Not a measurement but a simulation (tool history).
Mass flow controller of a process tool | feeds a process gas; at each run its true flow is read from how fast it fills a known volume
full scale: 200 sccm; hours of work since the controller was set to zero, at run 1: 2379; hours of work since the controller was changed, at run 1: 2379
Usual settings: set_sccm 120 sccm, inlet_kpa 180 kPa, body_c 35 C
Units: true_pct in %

| run | hour | set_sccm | inlet_kpa | body_c | hours of work since the controller was set to zero | hours of work since the controller was changed | true_pct |
|---|---|---|---|---|---|---|---|
| 1 | 0 | 120 | 180 | 35 | 2379 | 2379 | 99.06 |
| 2 | 38.7 | 120 | 180 | 35 | 2409 | 2409 | 99.26 |
| 3 | 118.5 | 120 | 180 | 35 | 2471 | 2471 | 99.3 |
| 4 | 179.6 | 120 | 180 | 35 | 2519 | 2519 | 99.2 |
| 5 | 217.4 | 120 | 180 | 35 | 2548 | 2548 | 99.18 |
| 6 | 281 | 120 | 180 | 35 | 2598 | 2598 | 99.21 |
| 7 | 354.6 | 120 | 180 | 35 | 2655 | 2655 | 99.14 |
| 8 | 430.3 | 120 | 180 | 35 | 2714 | 2714 | 99.31 |
| 9 | 504.4 | 120 | 180 | 35 | 2771 | 2771 | 99.23 |
| 10 | 576.4 | 75 | 180 | 29 | 2827 | 2827 | 98.45 |
| 11 | 633.9 | 60 | 168 | 26 | 2872 | 2872 | 98.11 |
| 12 | 686.1 | 60 | 168 | 26 | 2913 | 2913 | 97.97 |
| 13 | 761.9 | 60 | 168 | 26 | 2971 | 2971 | 98.16 |
| 14 | 809.2 | 57 | 228 | 35 | 3008 | 3008 | 98.17 |
| 15 | 876.8 | 76 | 229 | 25 | 3061 | 3061 | 97.99 |
| 16 | 924 | 43 | 144 | 32 | 3098 | 3098 | 98.13 |
| 17 | 988 | 26 | 232 | 29 | 3147 | 3147 | 97.49 |

Forecast each of these 4 alternatives for the next run:
| A | 1024 | 26 | 147 | 29 | 3175 | 3175 | ? |
| B | 1024 | 56 | 195 | 23 | 3175 | 3175 | ? |
| C | 1024 | 89 | 232 | 29 | 3175 | 3175 | ? |
| D | 1024 | 26 | 232 | 23 | 3175 | 3175 | ? |

| run | true_pct |
|---|---|
| A | 97.77 |
| B | 97.72 |
| C | 98.22 |
| D | 97.19 |
Without the tool's hidden state the same runs would have given:
| run | true_pct |
|---|---|
| A | 97.79 |
| B | 97.72 |
| C | 98.22 |
| D | 97.21 |
